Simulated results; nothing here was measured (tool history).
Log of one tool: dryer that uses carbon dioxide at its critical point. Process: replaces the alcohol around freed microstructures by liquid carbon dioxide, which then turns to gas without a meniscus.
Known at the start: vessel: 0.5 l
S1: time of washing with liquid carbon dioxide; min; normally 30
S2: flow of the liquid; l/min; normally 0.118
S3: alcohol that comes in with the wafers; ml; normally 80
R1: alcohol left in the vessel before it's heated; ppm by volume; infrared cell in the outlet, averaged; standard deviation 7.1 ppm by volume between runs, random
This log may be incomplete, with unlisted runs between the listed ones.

Run 1, day 0.000: usual settings. Result: R1 427 ppm by volume.
Run 2, day 1.642: usual settings but S2 0.137 l/min. Result: R1 238 ppm by volume.
Run 3, day 4.412: usual settings but S2 0.137 l/min. Result: R1 255 ppm by volume.
Run 4, day 6.629: usual settings but S2 0.137 l/min. Result: R1 260 ppm by volume.
Run 5, day 7.988: usual settings but S2 0.137 l/min. Result: R1 270 ppm by volume.
Run 6, day 9.592: usual settings but S2 0.137 l/min. Result: R1 276 ppm by volume.
Run 7, day 11.662: usual settings but S2 0.137 l/min. Result: R1 304 ppm by volume.
Run 8, day 13.075: usual settings. Result: R1 555 ppm by volume.
Run 9, day 14.329: usual settings. Result: R1 583 ppm by volume.
Run 10, day 16.729: usual settings. Result: R1 604 ppm by volume.
Run 11, day 18.133: usual settings but S3 37 ml. Result: R1 367 ppm by volume.
Run 12, day 20.404: usual settings but S2 0.144 l/min. Result: R1 302 ppm by volume.
Run 13, day 23.242: usual settings but S2 0.091 l/min. Result: R1 2105 ppm by volume.
Run 14, day 25.508: usual settings but S2 0.091 l/min. Result: R1 2117 ppm by volume.
Run 15, day 28.554: usual settings but S1 40 min, S2 0.091 l/min. Result: R1 693 ppm by volume.
Run 16, day 30.083: usual settings but S1 40 min, S2 0.076 l/min. Result: R1 1522 ppm by volume.
Run 17, day 32.154: usual settings but S1 40 min, S2 0.080 l/min. Result: R1 1268 ppm by volume.
Run 18, day 33.971: usual settings but S2 0.195 l/min. Result: R1 241 ppm by volume.
Run 19, day 36.104: usual settings but S1 26 min, S2 0.130 l/min. Result: R1 987 ppm by volume.
Run 20, day 38.296: usual settings but S1 26 min, S2 0.130 l/min. Result: R1 991 ppm by volume.
Run 21, day 41.025: usual settings but S1 36 min, S2 0.095 l/min, S3 36 ml. Result: R1 583 ppm by volume.
Run 22, day 43.762: usual settings but S1 25 min, S3 30 ml. Result: R1 858 ppm by volume.
Run 23, day 46.475: usual settings but S1 25 min, S3 30 ml. Result: R1 904 ppm by volume.
Run 24, day 48.896: usual settings but S1 25 min, S3 30 ml. Result: R1 917 ppm by volume.
Run 25, day 51.317: usual settings but S1 42 min, S3 22 ml. Result: R1 303 ppm by volume.
At day 51.975: purifier's bed changed.
Run 26, day 54.267: usual settings but S1 42 min, S3 22 ml. Result: R1 38 ppm by volume.
Run 27, day 56.321: usual settings but S1 19 min, S2 0.152 l/min, S3 59 ml. Result: R1 1531 ppm by volume.
At day 57.400: inlet filter changed.
Run 28, day 59.392: usual settings but S1 18 min, S3 20 ml. Result: R1 1078 ppm by volume.
Run 29, day 61.762: usual settings but S1 45 min. Result: R1 60 ppm by volume.

Alternative continuations, all from the tool just after run 29; predict every row:
Run A, day 63.512: usual settings but S2 0.146 l/min, S3 55 ml. Result: R1 ?.
Run B, day 63.512: usual settings but S1 33 min, S2 0.155 l/min, S3 44 ml. Result: R1 ?.
Run C, day 63.512: usual settings but S1 19 min, S2 0.078 l/min, S3 26 ml. Result: R1 ?.
Run D, day 63.512: usual settings but S1 35 min, S2 0.084 l/min, S3 52 ml. Result: R1 ?.

run    R1
  A   102
  B    51
  C  4200
  D   741
With the hidden condition removed and each run's random variation left untouched, the same runs would have given:
run    R1
  A    56
  B    10
  C  4004
  D   651
